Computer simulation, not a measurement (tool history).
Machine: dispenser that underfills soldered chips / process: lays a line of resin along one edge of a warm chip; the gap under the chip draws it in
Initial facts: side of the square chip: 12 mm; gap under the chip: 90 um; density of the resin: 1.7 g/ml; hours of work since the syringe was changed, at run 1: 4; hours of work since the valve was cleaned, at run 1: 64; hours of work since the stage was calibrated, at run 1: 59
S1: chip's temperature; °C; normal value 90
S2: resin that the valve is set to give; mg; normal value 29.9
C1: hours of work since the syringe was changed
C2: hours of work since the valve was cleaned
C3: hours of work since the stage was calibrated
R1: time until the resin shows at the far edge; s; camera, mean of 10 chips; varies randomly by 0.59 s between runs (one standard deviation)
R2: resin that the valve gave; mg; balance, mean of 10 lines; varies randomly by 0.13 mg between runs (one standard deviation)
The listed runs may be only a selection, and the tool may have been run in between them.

Run 1, hour 0: usual settings; C1 4; C2 64; C3 59. Result: R1 72.4 s, R2 28.63 mg.
Run 2, hour 3: usual settings; C1 6; C2 66; C3 62. Result: R1 86.3 s, R2 28.94 mg.
Run 3, hour 7.3: usual settings; C1 9; C2 69; C3 65. Result: R1 110.7 s, R2 28.54 mg.
At hour 9.2: new syringe of resin.
Run 4, hour 11.8: usual settings; C1 2; C2 72; C3 68. Result: R1 61.1 s, R2 28.48 mg.
Run 5, hour 13.9: usual settings; C1 3; C2 74; C3 69. Result: R1 69.8 s, R2 28.39 mg.
Run 6, hour 17.3: usual settings; C1 6; C2 76; C3 72. Result: R1 86.6 s, R2 28.42 mg.
Run 7, hour 20.7: usual settings but S1 100 °C, S2 30.3 mg; C1 8; C2 79; C3 74. Result: R1 78.5 s, R2 28.63 mg.
At hour 23.2: new syringe of resin.
Run 8, hour 23.6: usual settings but S1 100 °C, S2 30.3 mg; C1 0; C2 81; C3 76. Result: R1 38.8 s, R2 28.58 mg.

Run 9 has not been measured yet. What should we expect?
Run 9, hour 27.1: usual settings but S1 89 °C, S2 30.3 mg; C1 3; C2 83; C3 79. Result: R1 ?, R2 ?.

{"run 9": {"R1": 69.3, "R2": 28.53}}
Take away the tool's hidden state, keep the run-to-run variation as it was, and the same run would have given R1 52.7 s, R2 30.21 mg.

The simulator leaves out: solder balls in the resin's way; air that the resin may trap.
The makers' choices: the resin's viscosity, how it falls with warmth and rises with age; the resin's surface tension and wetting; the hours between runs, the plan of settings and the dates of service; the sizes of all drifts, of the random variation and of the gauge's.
